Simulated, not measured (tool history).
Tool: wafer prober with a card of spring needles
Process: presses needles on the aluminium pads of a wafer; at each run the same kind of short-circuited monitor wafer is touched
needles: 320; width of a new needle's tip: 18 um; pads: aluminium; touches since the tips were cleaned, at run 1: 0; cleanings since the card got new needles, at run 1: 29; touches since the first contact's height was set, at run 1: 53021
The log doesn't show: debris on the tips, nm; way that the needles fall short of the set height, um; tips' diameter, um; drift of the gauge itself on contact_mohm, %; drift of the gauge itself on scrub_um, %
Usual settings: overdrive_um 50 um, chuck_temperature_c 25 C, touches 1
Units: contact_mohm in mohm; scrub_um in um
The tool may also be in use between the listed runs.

run   hour  overdrive_um  chuck_temperature_c  touches  touches since the tips were cleaned  cleanings since the card got new needles  touches since the first contact's height was set  contact_mohm  scrub_um
  1    0.0            50                   25        1                                    0                                        29                                             53021           255      6.31
  2   15.9            50                   25        1                                 5857                                        29                                             58878           467      6.28
      24.0  -- tips cleaned on abrasive film
      49.8  -- tips cleaned on abrasive film
  3   51.0            50                   25        1                                  458                                        31                                             71713           301      6.27
      74.6  -- tips cleaned on abrasive film
  4   78.9            50                   25        1                                 1607                                        32                                             81944           342      6.28
      82.9  -- tips cleaned on abrasive film, once more
     107.1  -- tips cleaned on abrasive film
  5  107.6            50                   25        3                                  172                                        34                                             92418           259      6.26
     130.7  -- tips cleaned on abrasive film
  6  130.8            50                   25        3                                   36                                        35                                            100920           254      6.22
  7  151.8            50                   25        1                                 7744                                        35                                            108628           498      6.23
     155.1  -- tips cleaned on abrasive film
  8  177.9            50                   25        1                                 8389                                        36                                            118200           512      6.29
     181.0  -- tips cleaned on abrasive film
  9  200.1            50                   25        2                                 7038                                        37                                            126337           391      6.21
     204.7  -- tips cleaned on abrasive film
 10  224.3            50                   25        2                                 7182                                        38                                            135183           394      6.24
     231.5  -- tips cleaned on abrasive film
 11  251.7            55                   25        1                                 7463                                        39                                            145249           457      6.82
     255.2  -- tips cleaned on abrasive film
     279.9  -- tips cleaned on abrasive film
 12  283.9            55                   25        1                                 1493                                        41                                            157016           316      6.82
     303.4  -- tips cleaned on abrasive film
 13  318.4            55                   25        1                                 5499                                        42                                            169655           433      6.80
     329.8  -- tips cleaned on abrasive film
 14  340.3            55                   25        1                                 3878                                        43                                            177675           402      6.80
     355.7  -- tips cleaned on abrasive film
 15  355.7            55                   25        1                                    0                                        44                                            183316           266      6.82
     379.5  -- tips cleaned on abrasive film
 16  386.9            50                   25        1                                 2714                                        45                                            194745           413      6.17
     404.8  -- tips cleaned on abrasive film
 17  413.5            50                   25        1                                 3224                                        46                                            204507           424      6.17
     429.9  -- tips cleaned on abrasive film
 18  437.5            50                   54        1                                 2797                                        47                                            213280           395      6.14
     455.2  -- tips cleaned on abrasive film
 19  461.7            46                   76        1                                 2391                                        48                                            222130           428      5.64
     481.6  -- tips cleaned on abrasive film
 20  494.6            49                   35        2                                 4768                                        49                                            234210           384      6.04
     506.9  -- tips cleaned on abrasive film
 21  515.4            47                   78        1                                 3132                                        50                                            241835           445      5.73
     530.5  -- tips cleaned on abrasive film
     537.4  -- height of the first contact set anew
 22  540.6            47                   78        1                                 3571                                        51                                              1163           450      5.96
     554.7  -- tips cleaned on abrasive film
 23  573.0            50                   25        2                                 6739                                        52                                             13064           383      6.33
     579.9  -- tips cleaned on abrasive film
 24  589.4            50                   25        2                                 3504                                        53                                             19050           356      6.28
     603.5  -- tips cleaned on abrasive film
 25  614.5            67                   73        1                                 4046                                        54                                             28263           362      8.41
     628.9  -- tips cleaned on abrasive film
 26  648.1            67                   73        1                                 7089                                        55                                             40585           391      8.38
     652.6  -- tips cleaned on abrasive film
 27  674.6            67                   73        1                                 8080                                        56                                             50284           393      8.42
     677.1  -- tips cleaned on abrasive film
     702.4  -- tips cleaned on abrasive film
 28  705.1            31                   64        1                                  995                                        58                                             61430           435      3.87
 29  719.8            34                   64        2                                 6398                                        58                                             66833           563      4.25
     726.5  -- tips cleaned on abrasive film
     750.3  -- tips cleaned on abrasive film
 30  750.3            31                   25        1                                    0                                        60                                             77985           323      3.85
     775.1  -- tips cleaned on abrasive film
 31  777.8            67                   27        1                                  979                                        61                                             88059           283      8.38
 32  794.0            60                   40        2                                 6937                                        61                                             94017           346      7.49
     799.4  -- tips cleaned on abrasive film
 33  812.7            54                   50        2                                 4872                                        62                                            100851           357      6.75

Forecast each of these 3 alternatives for the next run:
     824.8  -- tips cleaned on abrasive film
  A  828.2            54                   51        1                                 1232                                        63                                            106519             ?         ?
     824.8  -- tips cleaned on abrasive film
  B  828.2            54                   27        1                                 1232                                        63                                            106519             ?         ?
     824.8  -- tips cleaned on abrasive film
  C  828.2            50                   25        3                                 1232                                        63                                            106519             ?         ?

run  contact_mohm  scrub_um
  A           337      6.71
  B           331      6.75
  C           283      6.28
Without the tool's hidden state the same runs would have given:
run  contact_mohm  scrub_um
  A           250      6.81
  B           241      6.85
  C           244      6.37
